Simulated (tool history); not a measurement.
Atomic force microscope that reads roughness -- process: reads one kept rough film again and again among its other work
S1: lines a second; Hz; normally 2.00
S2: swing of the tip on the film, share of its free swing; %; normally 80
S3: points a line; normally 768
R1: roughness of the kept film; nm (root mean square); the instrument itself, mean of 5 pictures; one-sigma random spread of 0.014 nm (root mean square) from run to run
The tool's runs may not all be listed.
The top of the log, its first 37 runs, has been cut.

run	hour	S1	S2	S3	R1
38	984.2	1.62	80	260	2.489
39	1014.2	2.00	67	277	2.523
40	1030.6	2.00	67	277	2.467
41	1048.5	2.78	80	442	2.059
# hour 1064.0: new tip fitted
42	1075.3	2.00	80	898	3.368
43	1104.8	1.06	88	768	3.272
44	1125.8	2.76	80	768	2.812
45	1143.9	3.00	80	330	2.662
46	1164.3	3.00	80	415	2.557
47	1178.8	1.34	80	768	2.897
48	1208.5	1.81	58	768	2.968
49	1224.5	0.54	66	605	2.976

Here are 3 independent what-if runs from the current tool condition. What would each one return?
A	1240.0	0.54	66	704	?
B	1240.0	0.71	80	768	?
C	1240.0	1.11	62	635	?

run	R1
A	2.916
B	2.778
C	2.892
The same runs, with their run-to-run variation unchanged, on a tool lacking any hidden condition would have given:
run	R1
A	4.096
B	3.900
C	4.060
